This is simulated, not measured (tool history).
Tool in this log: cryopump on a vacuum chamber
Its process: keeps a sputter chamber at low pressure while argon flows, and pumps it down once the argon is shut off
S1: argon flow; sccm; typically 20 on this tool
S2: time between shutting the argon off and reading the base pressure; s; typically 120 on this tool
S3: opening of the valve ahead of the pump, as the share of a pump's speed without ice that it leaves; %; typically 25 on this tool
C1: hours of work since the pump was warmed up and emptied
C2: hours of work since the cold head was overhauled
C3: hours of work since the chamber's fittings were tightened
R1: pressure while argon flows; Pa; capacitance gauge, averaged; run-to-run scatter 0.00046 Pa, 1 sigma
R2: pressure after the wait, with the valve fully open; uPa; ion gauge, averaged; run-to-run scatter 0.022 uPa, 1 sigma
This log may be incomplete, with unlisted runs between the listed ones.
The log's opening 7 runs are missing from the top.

{"run": 8, "day": 21.975, "S1": 20, "S2": 120, "S3": 25, "C1": 145, "C2": 2982, "C3": 241, "R1": 0.081, "R2": 0.76}
{"run": 9, "day": 25.504, "S1": 20, "S2": 120, "S3": 25, "C1": 205, "C2": 3042, "C3": 301, "R1": 0.0808, "R2": 0.79}
{"run": 10, "day": 29.862, "S1": 20, "S2": 120, "S3": 25, "C1": 279, "C2": 3116, "C3": 375, "R1": 0.0826, "R2": 0.85}
{"run": 11, "day": 33.933, "S1": 34, "S2": 120, "S3": 25, "C1": 348, "C2": 3185, "C3": 445, "R1": 0.1424, "R2": 0.87}
{"day": 35.304, "done": "pump warmed up, emptied and cooled again"}
{"run": 12, "day": 37.338, "S1": 10, "S2": 120, "S3": 25, "C1": 35, "C2": 3240, "C3": 499, "R1": 0.0397, "R2": 0.85}
{"run": 13, "day": 40.988, "S1": 13, "S2": 120, "S3": 25, "C1": 97, "C2": 3302, "C3": 561, "R1": 0.0524, "R2": 0.88}
{"run": 14, "day": 45.067, "S1": 20, "S2": 120, "S3": 49, "C1": 166, "C2": 3371, "C3": 631, "R1": 0.0434, "R2": 0.92}
{"run": 15, "day": 49.079, "S1": 20, "S2": 120, "S3": 40, "C1": 234, "C2": 3440, "C3": 699, "R1": 0.0526, "R2": 0.96}
{"run": 16, "day": 52.292, "S1": 20, "S2": 120, "S3": 40, "C1": 289, "C2": 3494, "C3": 753, "R1": 0.0529, "R2": 1.0}
{"run": 17, "day": 56.296, "S1": 20, "S2": 120, "S3": 34, "C1": 357, "C2": 3562, "C3": 822, "R1": 0.0635, "R2": 1.04}
{"day": 57.167, "done": "pump warmed up, emptied and cooled again"}
{"run": 18, "day": 60.396, "S1": 20, "S2": 120, "S3": 19, "C1": 55, "C2": 3629, "C3": 888, "R1": 0.103, "R2": 0.94}
{"run": 19, "day": 65.188, "S1": 16, "S2": 120, "S3": 26, "C1": 137, "C2": 3710, "C3": 969, "R1": 0.0609, "R2": 1.04}
{"run": 20, "day": 69.912, "S1": 18, "S2": 120, "S3": 23, "C1": 217, "C2": 3790, "C3": 1050, "R1": 0.079, "R2": 1.05}
{"run": 21, "day": 72.425, "S1": 10, "S2": 181, "S3": 25, "C1": 260, "C2": 3833, "C3": 1092, "R1": 0.0396, "R2": 0.95}
{"run": 22, "day": 76.438, "S1": 34, "S2": 181, "S3": 51, "C1": 328, "C2": 3902, "C3": 1161, "R1": 0.0739, "R2": 1.05}
{"day": 79.075, "done": "pump warmed up, emptied and cooled again"}
{"day": 80.4, "done": "leaking fittings of the chamber tightened, without venting"}
{"run": 23, "day": 81.279, "S1": 22, "S2": 120, "S3": 17, "C1": 36, "C2": 3979, "C3": 15, "R1": 0.1271, "R2": 0.67}
{"run": 24, "day": 84.208, "S1": 22, "S2": 151, "S3": 17, "C1": 86, "C2": 4029, "C3": 65, "R1": 0.1273, "R2": 0.57}
{"run": 25, "day": 86.692, "S1": 26, "S2": 33, "S3": 27, "C1": 128, "C2": 4071, "C3": 107, "R1": 0.0956, "R2": 1.82}
{"run": 26, "day": 90.008, "S1": 36, "S2": 120, "S3": 25, "C1": 185, "C2": 4127, "C3": 163, "R1": 0.147, "R2": 0.67}

Estimate the outcome of run 27 from the log above:
{"run": 27, "day": 92.683, "S1": 36, "S2": 120, "S3": 25, "C1": 230, "C2": 4173, "C3": 209, "R1": "?", "R2": "?"}

{"run 27": {"R1": 0.1464, "R2": 0.73}}
If the tool had no hidden condition, the same run with the same run-to-run variation would have returned R1 0.1404 Pa, R2 0.59 uPa.

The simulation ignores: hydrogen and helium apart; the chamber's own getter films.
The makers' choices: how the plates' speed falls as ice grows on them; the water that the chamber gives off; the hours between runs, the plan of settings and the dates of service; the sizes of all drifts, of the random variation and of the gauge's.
